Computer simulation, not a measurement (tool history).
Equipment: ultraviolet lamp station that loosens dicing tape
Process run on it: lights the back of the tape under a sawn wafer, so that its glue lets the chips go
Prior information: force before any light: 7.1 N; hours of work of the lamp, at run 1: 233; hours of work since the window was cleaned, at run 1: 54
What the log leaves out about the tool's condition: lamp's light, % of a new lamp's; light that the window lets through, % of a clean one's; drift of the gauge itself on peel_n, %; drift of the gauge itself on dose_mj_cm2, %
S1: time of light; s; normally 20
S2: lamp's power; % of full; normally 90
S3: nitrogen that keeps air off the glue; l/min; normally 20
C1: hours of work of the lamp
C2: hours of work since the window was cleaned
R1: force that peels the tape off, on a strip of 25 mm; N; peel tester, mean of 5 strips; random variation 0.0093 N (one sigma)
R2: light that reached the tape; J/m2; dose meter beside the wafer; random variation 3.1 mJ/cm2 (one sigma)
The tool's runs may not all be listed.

run,hour,S1,S2,S3,C1,C2,R1,R2
1,0.0,20,90,20,233,54,0.586,3970
2,19.3,20,90,27,242,64,0.442,3960
3,37.4,20,90,10,251,72,1.014,3900
4,49.9,20,74,20,257,78,0.955,3240
5,64.9,20,63,20,264,85,1.254,2700
6,84.3,20,63,20,273,94,1.268,2660
7,104.8,20,64,20,283,104,1.193,2660
8,117.9,33,93,20,289,110,0.167,6450
9,138.8,12,76,30,299,120,1.703,1860
# hour 140.8: window cleaned of glue's vapour
10,153.8,12,76,30,306,6,1.770,1840
11,163.8,18,98,11,311,11,1.123,3600
# hour 173.1: window cleaned of glue's vapour, once more
12,173.1,24,86,10,315,0,0.836,4370

What if the next run were any one of these 3? Each begins from the tool's condition after run 12:
A,183.0,24,75,11,320,5,?,?
B,183.0,10,62,15,320,5,?,?
C,183.0,36,72,10,320,5,?,?

run,R1,R2
A,1.037,3770
B,3.193,1320
C,0.503,5430
The same runs, with their run-to-run variation unchanged, on a tool lacking any hidden condition would have given:
run,R1,R2
A,0.681,4640
B,2.683,1620
C,0.292,6680
